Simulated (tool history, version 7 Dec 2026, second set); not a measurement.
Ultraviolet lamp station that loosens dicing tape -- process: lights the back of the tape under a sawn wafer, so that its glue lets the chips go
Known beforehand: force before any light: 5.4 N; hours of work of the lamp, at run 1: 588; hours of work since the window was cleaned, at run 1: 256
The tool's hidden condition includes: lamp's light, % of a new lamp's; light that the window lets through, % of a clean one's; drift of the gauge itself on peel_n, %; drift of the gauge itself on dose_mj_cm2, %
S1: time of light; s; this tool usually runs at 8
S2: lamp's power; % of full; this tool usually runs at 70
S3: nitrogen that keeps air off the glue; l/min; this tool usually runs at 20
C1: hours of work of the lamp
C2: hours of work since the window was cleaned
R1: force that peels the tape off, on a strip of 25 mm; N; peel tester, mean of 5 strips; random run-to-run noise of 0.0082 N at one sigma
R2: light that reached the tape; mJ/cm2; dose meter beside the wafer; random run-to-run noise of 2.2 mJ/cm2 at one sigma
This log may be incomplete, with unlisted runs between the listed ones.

run	hour	S1	S2	S3	C1	C2	R1	R2
1	0	8	70	20	588	256	0.535	136
2	64	8	70	20	625	293	0.568	132
3	127.1	8	70	20	661	330	0.605	130
# hour 156: window cleaned of glue's vapour
4	186	8	70	20	695	17	0.515	135
5	239.3	8	70	20	726	48	0.546	133
6	302.3	8	70	20	762	85	0.562	137
7	356.1	8	70	20	793	116	0.591	132
8	413.8	8	70	20	827	149	0.618	124
9	446.3	8	70	20	846	168	0.63	124
10	496.3	8	70	20	874	197	0.676	123
11	560.9	8	70	20	912	234	0.694	122
# hour 568: lamp changed
12	611.1	7	70	20	25	263	0.493	145
13	682.2	7	70	20	66	304	0.518	147
14	742	7	70	20	101	339	0.529	141
# hour 753.3: window cleaned of glue's vapour
15	799.2	7	70	20	134	27	0.482	144
16	866.1	7	70	20	172	65	0.524	143
17	899.8	7	70	20	192	85	0.535	142
18	938.3	7	70	20	214	107	0.541	143
19	991.7	7	70	20	245	138	0.541	138
20	1022.3	7	70	20	263	156	0.569	136
21	1058.5	8	70	20	284	177	0.425	154
22	1100.3	4	70	35	308	201	1.119	74
23	1170	4	70	35	348	241	1.144	77
24	1214.7	6	73	20	374	267	0.746	117
25	1252.4	8	99	20	396	289	0.232	205
26	1304.2	8	72	11	426	319	0.776	147
27	1348.3	8	72	11	451	344	0.788	143
# hour 1354.4: window cleaned of glue's vapour
28	1414.9	11	86	12	490	35	0.236	246
29	1476.3	5	98	12	525	71	0.935	126
30	1517.4	5	64	25	549	94	1.172	84
31	1548.1	5	64	25	567	112	1.185	79

Estimate the outcome of run 32 from the log above:
32	1599.1	15	74	17	596	142	?	?

{"run 32": {"R1": 0.157, "R2": 273}}
On a tool with no hidden condition, and with the same random variation, this run would have come out at R1 0.121 N, R2 347 mJ/cm2.
